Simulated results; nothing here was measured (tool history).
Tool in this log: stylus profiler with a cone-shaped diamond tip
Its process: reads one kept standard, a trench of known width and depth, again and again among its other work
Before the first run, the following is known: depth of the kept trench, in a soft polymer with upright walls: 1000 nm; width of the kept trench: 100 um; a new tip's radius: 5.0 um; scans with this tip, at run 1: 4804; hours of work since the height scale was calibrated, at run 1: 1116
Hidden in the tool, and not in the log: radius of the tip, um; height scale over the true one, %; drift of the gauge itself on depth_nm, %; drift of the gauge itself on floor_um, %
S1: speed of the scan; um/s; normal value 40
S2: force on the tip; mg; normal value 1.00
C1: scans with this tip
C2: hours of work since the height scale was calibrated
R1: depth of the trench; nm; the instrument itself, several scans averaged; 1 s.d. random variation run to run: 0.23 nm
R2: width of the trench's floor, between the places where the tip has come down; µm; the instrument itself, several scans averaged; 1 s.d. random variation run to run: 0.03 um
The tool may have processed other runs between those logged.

| run | day | S1 | S2 | C1 | C2 | R1 | R2 |
|---|---|---|---|---|---|---|---|
| 1 | 0.000 | 40 | 1.00 | 4804 | 1116 | 1009.13 | 93.64 |
| 2 | 1.933 | 149 | 1.00 | 4926 | 1145 | 1008.63 | 92.59 |
| 3 | 3.388 | 40 | 1.00 | 5018 | 1166 | 1008.80 | 93.61 |
| 4 | 4.912 | 40 | 1.00 | 5114 | 1189 | 1009.14 | 93.59 |
| 5 | 6.821 | 40 | 1.00 | 5235 | 1217 | 1008.98 | 93.62 |
| 6 | 8.133 | 40 | 1.00 | 5318 | 1236 | 1009.47 | 93.56 |
| 7 | 9.142 | 58 | 1.00 | 5382 | 1251 | 1008.96 | 93.45 |
| 8 | 10.012 | 58 | 1.00 | 5437 | 1264 | 1009.04 | 93.47 |
| 9 | 10.825 | 58 | 1.00 | 5488 | 1275 | 1008.83 | 93.37 |
| 10 | 12.412 | 58 | 1.00 | 5589 | 1299 | 1008.86 | 93.44 |
| 11 | 13.662 | 88 | 1.00 | 5668 | 1317 | 1009.19 | 93.15 |
| 12 | 14.467 | 88 | 1.00 | 5719 | 1329 | 1008.70 | 93.17 |
| 13 | 16.008 | 88 | 1.00 | 5816 | 1352 | 1009.07 | 93.19 |
| 14 | 16.996 | 88 | 1.00 | 5878 | 1366 | 1009.08 | 93.12 |
| 15 | 18.804 | 88 | 1.00 | 5993 | 1393 | 1009.19 | 93.12 |
| 16 | 20.225 | 40 | 1.00 | 6083 | 1414 | 1008.38 | 93.55 |
| 17 | 21.958 | 40 | 1.00 | 6192 | 1439 | 1008.83 | 93.63 |
| 18 | 22.925 | 40 | 0.59 | 6253 | 1453 | 1006.13 | 93.49 |
| 19 | 24.075 | 40 | 1.68 | 6326 | 1470 | 1012.55 | 93.64 |
| 20 | 25.504 | 40 | 1.00 | 6416 | 1491 | 1008.80 | 93.63 |
| 21 | 26.600 | 40 | 1.00 | 6486 | 1507 | 1008.71 | 93.61 |
| 22 | 27.475 | 36 | 1.00 | 6541 | 1520 | 1008.84 | 93.63 |
| 23 | 28.392 | 36 | 1.00 | 6599 | 1534 | 1008.76 | 93.61 |
| 24 | 29.654 | 92 | 0.87 | 6679 | 1552 | 1008.46 | 93.08 |
| 25 | 30.579 | 92 | 0.87 | 6737 | 1566 | 1008.18 | 93.04 |
| 26 | 31.838 | 68 | 0.92 | 6817 | 1584 | 1008.00 | 93.30 |
| 27 | 33.117 | 18 | 0.69 | 6898 | 1603 | 1007.30 | 93.77 |
| 28 | 33.975 | 13 | 1.33 | 6952 | 1616 | 1010.89 | 93.90 |
| 29 | 35.638 | 13 | 2.80 | 7057 | 1640 | 1017.77 | 93.95 |
| 30 | 37.121 | 13 | 2.80 | 7151 | 1662 | 1017.85 | 93.86 |
| 31 | 38.642 | 156 | 2.80 | 7247 | 1684 | 1017.81 | 93.10 |
| 32 | 40.033 | 156 | 2.80 | 7335 | 1705 | 1017.36 | 93.10 |
| 33 | 41.000 | 121 | 2.50 | 7396 | 1719 | 1016.71 | 93.26 |
| 34 | 42.858 | 50 | 1.00 | 7514 | 1746 | 1009.00 | 93.51 |
| 35 | 44.658 | 50 | 1.00 | 7627 | 1773 | 1008.57 | 93.50 |
| 36 | 46.342 | 11 | 0.35 | 7734 | 1797 | 1004.46 | 93.81 |
| 37 | 48.079 | 68 | 1.00 | 7844 | 1823 | 1008.93 | 93.37 |
| 38 | 49.750 | 49 | 1.00 | 7949 | 1847 | 1008.42 | 93.54 |
| 39 | 51.208 | 19 | 1.26 | 8041 | 1869 | 1009.93 | 93.84 |
| 40 | 52.083 | 19 | 1.26 | 8097 | 1882 | 1010.17 | 93.81 |
| 41 | 53.521 | 25 | 2.41 | 8188 | 1903 | 1016.06 | 93.81 |
| 42 | 55.271 | 40 | 1.10 | 8298 | 1929 | 1009.37 | 93.62 |
| 43 | 56.804 | 57 | 1.09 | 8395 | 1951 | 1009.30 | 93.44 |
| 44 | 58.412 | 57 | 1.09 | 8497 | 1975 | 1009.21 | 93.43 |
| 45 | 60.050 | 57 | 1.09 | 8600 | 1999 | 1009.44 | 93.45 |

Consider 4 possible next runs. They are alternatives, not a sequence: every one starts from the tool as it was left by run 45. What does each give?
| A | 61.392 | 24 | 1.00 | 8685 | 2018 | ? | ? |
| B | 61.392 | 33 | 1.00 | 8685 | 2018 | ? | ? |
| C | 61.392 | 65 | 1.64 | 8685 | 2018 | ? | ? |
| D | 61.392 | 16 | 0.34 | 8685 | 2018 | ? | ? |

| run | R1 | R2 |
|---|---|---|
| A | 1009.09 | 93.75 |
| B | 1009.00 | 93.71 |
| C | 1012.41 | 93.54 |
| D | 1004.22 | 93.75 |
With no hidden state in the tool, these same runs would have given:
| run | R1 | R2 |
|---|---|---|
| A | 1009.17 | 93.77 |
| B | 1009.08 | 93.73 |
| C | 1012.49 | 93.56 |
| D | 1004.30 | 93.77 |

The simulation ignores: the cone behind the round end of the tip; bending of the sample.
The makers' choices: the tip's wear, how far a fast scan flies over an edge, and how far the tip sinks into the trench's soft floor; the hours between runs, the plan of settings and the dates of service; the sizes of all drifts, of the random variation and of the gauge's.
